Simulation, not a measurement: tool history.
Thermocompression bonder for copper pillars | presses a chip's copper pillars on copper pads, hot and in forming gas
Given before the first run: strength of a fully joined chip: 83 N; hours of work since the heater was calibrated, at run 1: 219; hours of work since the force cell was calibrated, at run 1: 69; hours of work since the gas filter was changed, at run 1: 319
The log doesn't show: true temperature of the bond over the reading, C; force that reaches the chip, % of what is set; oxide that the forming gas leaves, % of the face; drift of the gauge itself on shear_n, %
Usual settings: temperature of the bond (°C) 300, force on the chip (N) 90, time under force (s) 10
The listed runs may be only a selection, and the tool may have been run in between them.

| run | hour | temperature of the bond (°C) | force on the chip (N) | time under force (s) | hours of work since the heater was calibrated | hours of work since the force cell was calibrated | hours of work since the gas filter was changed | force that shears a chip off (N) |
|---|---|---|---|---|---|---|---|---|
| 1 | 0.0 | 300 | 90 | 10 | 219 | 69 | 319 | 51.5 |
|  | 3.4 | forming gas filter changed |
| 2 | 12.5 | 300 | 90 | 10 | 225 | 75 | 4 | 55.5 |
| 3 | 26.4 | 286 | 90 | 10 | 231 | 81 | 11 | 51.1 |
| 4 | 34.5 | 295 | 90 | 10 | 235 | 85 | 14 | 54.5 |
| 5 | 43.1 | 300 | 90 | 10 | 239 | 89 | 19 | 55.0 |
| 6 | 55.1 | 300 | 90 | 10 | 244 | 94 | 24 | 54.9 |
| 7 | 64.5 | 300 | 90 | 10 | 249 | 99 | 28 | 55.5 |
| 8 | 76.0 | 288 | 90 | 10 | 254 | 104 | 34 | 51.6 |
| 9 | 87.7 | 300 | 90 | 10 | 260 | 110 | 39 | 55.4 |
| 10 | 101.3 | 279 | 90 | 10 | 266 | 116 | 46 | 47.8 |
| 11 | 109.3 | 279 | 90 | 10 | 270 | 120 | 49 | 48.8 |
| 12 | 119.0 | 279 | 90 | 10 | 274 | 124 | 54 | 48.3 |
| 13 | 128.7 | 300 | 90 | 10 | 279 | 129 | 58 | 55.0 |
| 14 | 142.2 | 321 | 84 | 9 | 285 | 135 | 65 | 58.0 |
| 15 | 152.7 | 321 | 55 | 6 | 290 | 140 | 70 | 41.7 |
| 16 | 165.9 | 315 | 103 | 10 | 296 | 146 | 76 | 63.1 |
| 17 | 175.5 | 321 | 69 | 17 | 301 | 151 | 80 | 62.8 |

The next listed run, before its measurement:
| 18 | 185.6 | 321 | 68 | 22 | 305 | 155 | 85 | ? |

Run 18 yielded force that shears a chip off (N) 66.0.
On a tool with no hidden condition, and with the same random variation, this run would have come out at force that shears a chip off (N) 65.6.
